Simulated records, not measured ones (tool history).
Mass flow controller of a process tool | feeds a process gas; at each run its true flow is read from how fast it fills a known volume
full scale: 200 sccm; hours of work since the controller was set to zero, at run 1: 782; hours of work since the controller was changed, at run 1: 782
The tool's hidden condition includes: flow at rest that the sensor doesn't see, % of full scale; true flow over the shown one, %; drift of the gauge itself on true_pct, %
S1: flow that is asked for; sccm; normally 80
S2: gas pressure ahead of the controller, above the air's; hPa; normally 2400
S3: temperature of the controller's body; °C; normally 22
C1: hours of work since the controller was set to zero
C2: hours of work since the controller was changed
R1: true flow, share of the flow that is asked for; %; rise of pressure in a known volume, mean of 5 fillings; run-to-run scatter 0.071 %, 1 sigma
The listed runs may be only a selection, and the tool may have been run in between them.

| run | hour | S1 | S2 | S3 | C1 | C2 | R1 |
|---|---|---|---|---|---|---|---|
| 1 | 0 | 80 | 2400 | 22 | 782 | 782 | 100.79 |
| 2 | 208.4 | 80 | 2400 | 22 | 903 | 903 | 100.7 |
| 3 | 497.6 | 80 | 2400 | 22 | 1071 | 1071 | 100.68 |
| 4 | 823.2 | 80 | 1550 | 22 | 1261 | 1261 | 100.06 |
| 5 | 1074.9 | 80 | 1550 | 22 | 1407 | 1407 | 99.96 |
| 6 | 1346 | 80 | 1550 | 22 | 1565 | 1565 | 99.96 |
| 7 | 1526.2 | 80 | 1550 | 22 | 1670 | 1670 | 99.94 |
| 8 | 1666.6 | 80 | 2780 | 22 | 1751 | 1751 | 101.11 |
| 9 | 1886.9 | 21 | 2780 | 22 | 1879 | 1879 | 103.46 |
| 10 | 2024.7 | 80 | 2400 | 34 | 1959 | 1959 | 99.44 |
| 11 | 2173.3 | 80 | 2400 | 34 | 2046 | 2046 | 99.26 |
| 12 | 2322.2 | 80 | 2400 | 34 | 2132 | 2132 | 99.36 |
| 13 | 2532.9 | 80 | 2400 | 34 | 2255 | 2255 | 99.39 |
| 14 | 2715.5 | 80 | 2400 | 34 | 2361 | 2361 | 99.37 |
| 15 | 2947.8 | 80 | 2400 | 22 | 2496 | 2496 | 100.7 |
| 16 | 3182.8 | 79 | 2400 | 22 | 2633 | 2633 | 100.64 |
| 17 | 3449.8 | 80 | 2120 | 22 | 2788 | 2788 | 100.51 |
| 18 | 3730.7 | 80 | 2120 | 22 | 2952 | 2952 | 100.4 |
| 19 | 3963.8 | 80 | 2400 | 22 | 3087 | 3087 | 100.64 |
| 20 | 4145 | 80 | 2400 | 37 | 3193 | 3193 | 98.98 |
| 21 | 4314.1 | 80 | 2400 | 37 | 3291 | 3291 | 98.95 |
| 22 | 4616.7 | 80 | 2400 | 22 | 3467 | 3467 | 100.72 |
| 23 | 4791.9 | 149 | 2400 | 22 | 3569 | 3569 | 99.93 |
| 24 | 4947.5 | 34 | 2400 | 22 | 3660 | 3660 | 102.94 |
| 25 | 5236.6 | 34 | 2310 | 22 | 3828 | 3828 | 102.82 |
| 26 | 5516.7 | 34 | 2310 | 22 | 3991 | 3991 | 102.99 |
| 27 | 5708.1 | 80 | 2400 | 21 | 4102 | 4102 | 100.73 |
| 28 | 5983.5 | 80 | 2400 | 21 | 4262 | 4262 | 100.73 |
| 29 | 6219 | 139 | 2690 | 22 | 4399 | 4399 | 100.14 |
| 30 | 6471.9 | 89 | 2510 | 33 | 4546 | 4546 | 99.18 |
| 31 | 6792 | 30 | 2400 | 29 | 4732 | 4732 | 103.43 |
| 32 | 7115.9 | 30 | 2400 | 29 | 4921 | 4921 | 103.52 |
| 33 | 7338.9 | 59 | 1790 | 24 | 5050 | 5050 | 100.7 |
| 34 | 7559.2 | 158 | 1700 | 32 | 5179 | 5179 | 97.85 |
| 35 | 7805.7 | 44 | 1800 | 27 | 5322 | 5322 | 101.43 |
|  | 7888.4 | controller's zero set anew |
| 36 | 8102.5 | 44 | 1800 | 28 | 125 | 5494 | 97.07 |
| 37 | 8395.4 | 137 | 2400 | 22 | 295 | 5665 | 98.16 |
| 38 | 8684.6 | 137 | 2400 | 22 | 463 | 5833 | 98 |
| 39 | 8927.7 | 153 | 2670 | 22 | 605 | 5974 | 98.31 |
| 40 | 9179.6 | 23 | 2400 | 27 | 751 | 6121 | 98.5 |
| 41 | 9501.3 | 148 | 2290 | 36 | 938 | 6308 | 96.5 |
|  | 9662.4 | controller exchanged for a calibrated one |
| 42 | 9801.6 | 45 | 1640 | 22 | 81 | 81 | 100.23 |
| 43 | 9966.6 | 80 | 1670 | 22 | 177 | 177 | 100.16 |
| 44 | 10114.3 | 80 | 1670 | 22 | 263 | 263 | 100.14 |
| 45 | 10310.3 | 80 | 1670 | 22 | 377 | 377 | 100.14 |
| 46 | 10555.1 | 80 | 1670 | 22 | 519 | 519 | 100.14 |
| 47 | 10868.3 | 80 | 1670 | 22 | 701 | 701 | 100.26 |

How the hidden state differs across the entries between the runs, from the last listed run before each to the first after it:
Run 35 -> run 36: controller's zero set anew (hour 7888.4)
  flow at rest that the sensor doesn't see, % of full scale: 0.976 -> 0.047; true flow over the shown one, %: -2.34 -> -2.43
  measured minus no-state result, R1: +2.09 -> -2.21 %
Run 41 -> run 42: controller exchanged for a calibrated one (hour 9662.4)
  flow at rest that the sensor doesn't see, % of full scale: 0.195 -> 0.104; true flow over the shown one, %: -2.83 -> -0.02
  measured minus no-state result, R1: -2.57 -> +0.45 %
